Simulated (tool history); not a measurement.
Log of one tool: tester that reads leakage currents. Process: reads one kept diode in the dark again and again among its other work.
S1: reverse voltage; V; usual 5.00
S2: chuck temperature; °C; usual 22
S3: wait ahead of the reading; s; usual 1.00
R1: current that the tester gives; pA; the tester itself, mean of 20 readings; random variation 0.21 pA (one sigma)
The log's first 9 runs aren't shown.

run    hour    S1  S2    S3      R1
 10   643.6  8.00  22  1.00  103.93
 11   730.9  8.00  22  1.00  104.89
 12   789.0  9.68  22  1.00  118.10
 13   869.9  5.00  22  1.00   81.18
      924.9  -- chuck's temperature calibrated
 14   986.7  5.00  22  1.00   68.37
 15  1035.9  5.00  22  1.00   68.96
 16  1098.8  5.00  58  1.00  936.68
 17  1201.8  5.00  22  0.53   70.58
 18  1270.3  1.55  22  1.00   35.92
 19  1347.2  1.63  58  1.00  504.98
 20  1433.5  5.00  56  1.00  854.03
 21  1501.7  5.00  39  0.78  269.29
     1509.9  -- probe card cleaned and baked
 22  1585.5  5.00  39  0.78  271.70
     1671.1  -- probe card cleaned and baked, once more
 23  1684.1  5.00  39  0.78  273.04
 24  1790.4  5.00  39  0.55  276.22
 25  1890.0  4.75  25  6.56   94.13
 26  1950.8  5.00  21  4.01   70.77
 27  2005.0  5.00  21  4.01   71.61
 28  2098.6  4.92  34  0.43  196.74
 29  2193.1  4.92  54  0.43  807.50
 30  2292.1  4.92  54  0.43  811.61

Forecast each of these 3 alternatives for the next run:
     2327.6  -- chuck's temperature calibrated
  A  2342.7  5.00  22  0.36   ?
     2327.6  -- chuck's temperature calibrated
  B  2342.7  1.75  28  1.72   ?
     2327.6  -- chuck's temperature calibrated
  C  2342.7  8.25  44  4.74   ?

run      R1
  A   68.66
  B   59.52
  C  482.09
Without the tool's hidden state the same runs would have given:
run      R1
  A   68.05
  B   59.15
  C  479.27
